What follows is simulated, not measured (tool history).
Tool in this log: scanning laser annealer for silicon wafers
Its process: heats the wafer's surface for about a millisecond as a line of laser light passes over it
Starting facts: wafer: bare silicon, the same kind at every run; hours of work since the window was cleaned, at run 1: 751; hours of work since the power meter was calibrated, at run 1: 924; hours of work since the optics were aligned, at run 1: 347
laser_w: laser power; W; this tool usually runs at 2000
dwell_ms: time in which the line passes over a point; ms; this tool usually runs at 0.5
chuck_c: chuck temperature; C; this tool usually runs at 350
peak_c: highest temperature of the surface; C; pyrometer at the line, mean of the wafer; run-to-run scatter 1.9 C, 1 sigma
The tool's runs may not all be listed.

run	day	laser_w	dwell_ms	chuck_c	hours of work since the window was cleaned	hours of work since the power meter was calibrated	hours of work since the optics were aligned	peak_c
1	0	2000	0.5	350	751	924	347	1137
2	2.242	2000	0.5	350	785	958	381	1134
3	4.825	2000	0.5	350	825	997	421	1135
4	7.404	2000	0.374	350	864	1036	460	1040
5	9.892	2000	0.374	350	902	1074	497	1034
# day 11.762: window over the wafer cleaned
6	12.621	2000	0.374	350	13	1114	538	1082
7	13.783	2000	0.374	350	31	1132	555	1078
8	15.225	2000	0.374	350	53	1154	577	1080
9	17.854	2000	0.374	350	93	1194	617	1080
10	20.05	2000	0.374	350	126	1227	651	1080
11	22.608	2000	0.374	350	165	1266	689	1071
12	24.304	2000	0.374	350	191	1292	715	1072
13	26.112	2000	0.374	350	218	1319	743	1069
14	28.242	2000	0.374	350	250	1351	775	1066
# day 30.658: optics aligned, line set to its width
15	30.658	2000	0.374	350	284	1385	0	1062
16	33.154	2000	0.36	350	322	1423	38	1049
17	34.767	2000	0.36	350	346	1447	62	1048
# day 37.612: optics aligned, line set to its width, once more
18	37.65	2000	0.36	350	387	1488	1	1065
19	39.725	2000	0.5	350	418	1519	32	1171
20	41.079	2000	0.5	350	439	1540	53	1167

Run 21, settings as shown, results not yet in. Your forecast:
21	42.929	2000	0.5	350	467	1568	81	?

peak_c: 1166 C
The same run, on a tool lacking any hidden state, would have yielded peak_c 1186 C.

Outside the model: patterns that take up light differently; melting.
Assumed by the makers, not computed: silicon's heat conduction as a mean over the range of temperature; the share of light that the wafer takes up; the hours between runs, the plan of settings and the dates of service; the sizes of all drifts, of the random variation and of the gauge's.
